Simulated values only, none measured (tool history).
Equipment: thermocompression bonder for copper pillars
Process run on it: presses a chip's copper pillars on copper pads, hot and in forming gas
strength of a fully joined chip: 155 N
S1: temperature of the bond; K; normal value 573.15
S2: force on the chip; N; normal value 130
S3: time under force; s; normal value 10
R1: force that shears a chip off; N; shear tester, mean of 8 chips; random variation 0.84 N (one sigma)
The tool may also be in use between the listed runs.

run   hour      S1   S2  S3    R1
  1      0  573.15  130  10  60.8
  2    5.7  573.15  130  10  63.5
  3   15.9  573.15  130  10  61.1
  4   23.9  572.15  130  10  60.6
  5   30.2  573.15  126  10  59.9
  6   38.5  573.15  126  10  58.7
  7   44.6  573.15  126  10  60.5
  8   51.4  573.15  126  10  59.9
  9   57.3  573.15  130  10  61.5
 10   64.2  573.15  130  10    60
 11   73.1  573.15  130  10  60.9
 12   77.8  569.15  130  10  57.5
 13   87.8  569.15  160  10    64
 14     94  569.15  160  10  64.9
 15  103.6  602.15  130  10  75.2
 16  108.8  602.15  130  10  77.1
 17  118.9  573.15  130  10  60.7
 18  128.7  573.15  130  30  87.9
 19  134.7  573.15  130  30    87
 20  141.1  573.15  130  30  89.9
 21  147.9  573.15  130  30  86.3
 22  156.9  589.15  130  20  88.5
 23  162.8  589.15  130  20  87.4
 24  172.1  554.15  131   6  39.9
 25    180  554.15  117   5  34.1
 26  186.2  552.15  176  19  71.3
 27  191.2  552.15  176  19  72.6
 28  201.2  556.15  123  10  48.2
 29  209.8  556.15  123  10  48.4
 30  217.6  569.15   83   8  41.1
 31    224  573.15   97  10  50.6
 32  231.8  562.15  130  10  53.8
 33  241.8  593.15  137   7    64
 34  252.2  578.15  128   6  51.2
 35  259.4  563.15  190  14  72.7
 36  268.2  544.15  159  14  55.2
 37    279  544.15  159  16  57.2
 38  284.1  544.15  159  16    58
 39  291.9  592.15   89  16  67.3
 40  299.6  592.15   80   7  45.9
 41  307.5  563.15  142   7  47.8

Alternative continuations, all from the tool just after run 41; predict every row:
  A  316.9  573.15  127  27   ?
  B  316.9  563.15  117   8   ?
  C  316.9  574.15  106  26   ?

run    R1
  A  79.6
  B    45
  C    74
With no hidden state in the tool, these same runs would have given:
run    R1
  A  91.1
  B  52.5
  C  84.8
